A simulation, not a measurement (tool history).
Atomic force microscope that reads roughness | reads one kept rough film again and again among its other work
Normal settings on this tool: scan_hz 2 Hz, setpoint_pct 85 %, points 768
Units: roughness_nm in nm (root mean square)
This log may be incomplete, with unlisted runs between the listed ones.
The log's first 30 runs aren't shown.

run     day  scan_hz  setpoint_pct  points  pictures with this tip  hours of work since the height scale was calibrated  roughness_nm
 31  39.288     0.81            85     768                     124                                                   22         5.155
 32  40.975      2.7            88     768                     162                                                   48         4.426
 33   42.75        2            78     367                     203                                                   75         4.852
 34  44.521        2            78     367                     244                                                  102         4.746
     45.508  -- new tip fitted
 35  45.508        2            78     353                       0                                                  117         5.178
 36  46.696     0.56            73    1010                      27                                                  135         5.543
 37  47.867     0.56            73    1010                      54                                                  153         5.495
 38  48.642     2.75            64     308                      72                                                  165         5.181
 39  50.167     2.21            72     475                     107                                                  188         5.065
 40  51.075     2.21            72     475                     127                                                  202         5.021
 41    52.3     3.97            84     375                     156                                                  221         4.184
 42  53.604     0.96            64     266                     185                                                  240         5.213
 43  54.812        2            78     419                     213                                                  259         4.807
 44  56.604        2            56     419                     254                                                  286         5.037
     57.042  -- new tip fitted
 45  58.504        2            56     419                      33                                                  315         5.492
 46   60.25        2            56     419                      73                                                  342         5.391
 47  61.688      0.5            56     823                     106                                                  364         5.424
 48  63.496      0.5            81     768                     148                                                  391          5.24
 49  64.325     0.83            65     768                     167                                                  404         5.276
 50  65.525     0.79            84     768                     194                                                  422         5.017
 51  67.183        2            78     821                     232                                                  448         4.732
     68.562  -- new tip fitted
 52  68.562        2            85     727                       0                                                  468         4.965
 53  69.992        2            68     394                      33                                                  490         5.362

Predict each of these 3 candidate next runs independently; none follows another, all start after run 53:
  A  71.433     2.21            85     768                      66                                                  512             ?
  B  71.433     0.63            66     394                      66                                                  512             ?
  C  71.433     0.81            68     394                      66                                                  512             ?

run  roughness_nm
  A         4.845
  B         5.488
  C          5.52
Stripped of hidden state, with their random variation kept, the same runs would have yielded:
run  roughness_nm
  A         4.945
  B         5.601
  C         5.634

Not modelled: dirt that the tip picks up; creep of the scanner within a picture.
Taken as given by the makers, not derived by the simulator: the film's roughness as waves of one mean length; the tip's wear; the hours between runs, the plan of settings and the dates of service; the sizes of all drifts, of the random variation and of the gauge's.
